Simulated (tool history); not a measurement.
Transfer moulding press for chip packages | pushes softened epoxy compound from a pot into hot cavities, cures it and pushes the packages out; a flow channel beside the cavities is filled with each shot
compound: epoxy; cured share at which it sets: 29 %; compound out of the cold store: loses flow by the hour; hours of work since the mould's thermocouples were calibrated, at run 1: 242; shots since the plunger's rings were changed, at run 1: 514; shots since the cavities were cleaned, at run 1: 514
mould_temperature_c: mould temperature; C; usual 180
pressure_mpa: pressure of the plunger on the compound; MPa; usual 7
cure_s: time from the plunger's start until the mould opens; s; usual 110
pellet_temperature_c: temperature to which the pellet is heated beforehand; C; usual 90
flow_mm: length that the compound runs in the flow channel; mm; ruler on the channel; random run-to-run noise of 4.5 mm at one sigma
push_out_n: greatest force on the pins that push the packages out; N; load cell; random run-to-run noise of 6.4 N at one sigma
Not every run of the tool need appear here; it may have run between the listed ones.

| run | hour | mould_temperature_c | pressure_mpa | cure_s | pellet_temperature_c | hours of work since the mould's thermocouples were calibrated | shots since the plunger's rings were changed | shots since the cavities were cleaned | incoming compound's hours out of the cold store | flow_mm | push_out_n |
|---|---|---|---|---|---|---|---|---|---|---|---|
| 1 | 0 | 180 | 7 | 110 | 90 | 242 | 514 | 514 | 28.4 | 718 | 344 |
| 2 | 6.1 | 185 | 7 | 110 | 90 | 245 | 571 | 571 | 41.9 | 657 | 292 |
|  | 13.2 | cavities cleaned with cleaning compound and waxed |
| 3 | 16.5 | 178 | 7 | 110 | 90 | 250 | 656 | 32 | 46 | 672 | 292 |
| 4 | 22.3 | 180 | 7 | 110 | 90 | 254 | 711 | 87 | 40.1 | 674 | 279 |
| 5 | 29.3 | 180 | 7 | 110 | 90 | 258 | 778 | 154 | 44 | 668 | 293 |
| 6 | 36.2 | 180 | 7 | 110 | 90 | 262 | 844 | 220 | 14.4 | 740 | 309 |
| 7 | 46.7 | 180 | 7 | 110 | 90 | 268 | 943 | 319 | 26.1 | 710 | 340 |
| 8 | 53.9 | 180 | 7 | 110 | 90 | 272 | 1012 | 388 | 17.4 | 735 | 352 |
| 9 | 62.5 | 180 | 7 | 110 | 93 | 277 | 1093 | 469 | 40.5 | 671 | 327 |
| 10 | 73.1 | 181 | 7 | 110 | 90 | 283 | 1194 | 570 | 16.1 | 734 | 348 |
| 11 | 78.5 | 181 | 6.35 | 110 | 90 | 287 | 1244 | 620 | 24.4 | 674 | 355 |
|  | 81 | cavities cleaned with cleaning compound and waxed |
| 12 | 85.5 | 184 | 7 | 110 | 90 | 290 | 1297 | 42 | 33.9 | 674 | 214 |
| 13 | 96.8 | 184 | 7 | 110 | 90 | 296 | 1404 | 149 | 13.9 | 722 | 231 |
| 14 | 102.6 | 180 | 7 | 110 | 90 | 300 | 1460 | 205 | 24.1 | 720 | 315 |
| 15 | 108.4 | 180 | 7 | 111 | 90 | 303 | 1514 | 259 | 46.5 | 663 | 316 |
| 16 | 117.8 | 180 | 7 | 111 | 90 | 309 | 1604 | 349 | 30.1 | 697 | 316 |
|  | 124.2 | mould's thermocouples calibrated |
| 17 | 129.5 | 180 | 7 | 111 | 90 | 3 | 1696 | 441 | 35.7 | 683 | 334 |
| 18 | 137.1 | 180 | 7 | 111 | 100 | 8 | 1768 | 513 | 16.6 | 725 | 318 |
|  | 150.7 | cavities cleaned with cleaning compound and waxed |
| 19 | 150.7 | 180 | 7.73 | 91 | 96 | 15 | 1883 | 0 | 37.3 | 705 | 355 |

What will run 20 give?
| 20 | 161.6 | 183 | 5.57 | 110 | 87 | 21 | 1987 | 104 | 38.6 | ? | ? |

Run 20 yielded flow_mm 587 mm, push_out_n 237 N.
If the tool had no hidden condition, the same run with the same run-to-run variation would have returned flow_mm 603 mm, push_out_n 212 N.
